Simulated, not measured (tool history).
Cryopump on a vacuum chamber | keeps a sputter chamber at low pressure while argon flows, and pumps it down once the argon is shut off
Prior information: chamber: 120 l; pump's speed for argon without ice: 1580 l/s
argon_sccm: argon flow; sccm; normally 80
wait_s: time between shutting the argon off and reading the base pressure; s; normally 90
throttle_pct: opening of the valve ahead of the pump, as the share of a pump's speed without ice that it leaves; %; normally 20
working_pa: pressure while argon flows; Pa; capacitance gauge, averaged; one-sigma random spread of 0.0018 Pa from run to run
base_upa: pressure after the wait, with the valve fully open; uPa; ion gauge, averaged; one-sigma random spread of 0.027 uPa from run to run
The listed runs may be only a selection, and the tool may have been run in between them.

run	hour	argon_sccm	wait_s	throttle_pct	working_pa	base_upa
1	0.0	80	90	20	0.4517	2.69
2	16.4	80	32	20	0.4491	4.83
3	34.0	80	32	20	0.4530	4.76
4	46.4	80	32	20	0.4545	4.88
5	73.1	80	32	20	0.4530	5.00
6	91.0	80	32	20	0.4565	5.23
7	105.7	80	32	20	0.4592	5.04
8	134.1	80	90	20	0.4602	3.36
# hour 146.5: pump warmed up, emptied and cooled again
9	162.7	80	90	20	0.4280	2.84
10	187.2	80	90	20	0.4276	2.86
11	206.7	80	38	20	0.4329	4.43
12	221.9	80	38	20	0.4300	4.30
13	240.4	80	38	20	0.4319	4.32
14	256.0	92	71	17	0.5803	3.33
15	280.7	92	71	17	0.5840	3.35
16	307.0	80	33	16	0.5452	5.07
17	337.7	80	90	48	0.1923	3.50
18	366.7	86	41	20	0.4740	4.79
19	395.2	82	77	35	0.2689	3.74

What will run 20 give?
20	412.8	89	285	20	?	?

working_pa: 0.4908 Pa
base_upa: 3.04 uPa
If the tool had no hidden condition, the same run with the same run-to-run variation would have returned working_pa 0.4709 Pa, base_upa 0.54 uPa.

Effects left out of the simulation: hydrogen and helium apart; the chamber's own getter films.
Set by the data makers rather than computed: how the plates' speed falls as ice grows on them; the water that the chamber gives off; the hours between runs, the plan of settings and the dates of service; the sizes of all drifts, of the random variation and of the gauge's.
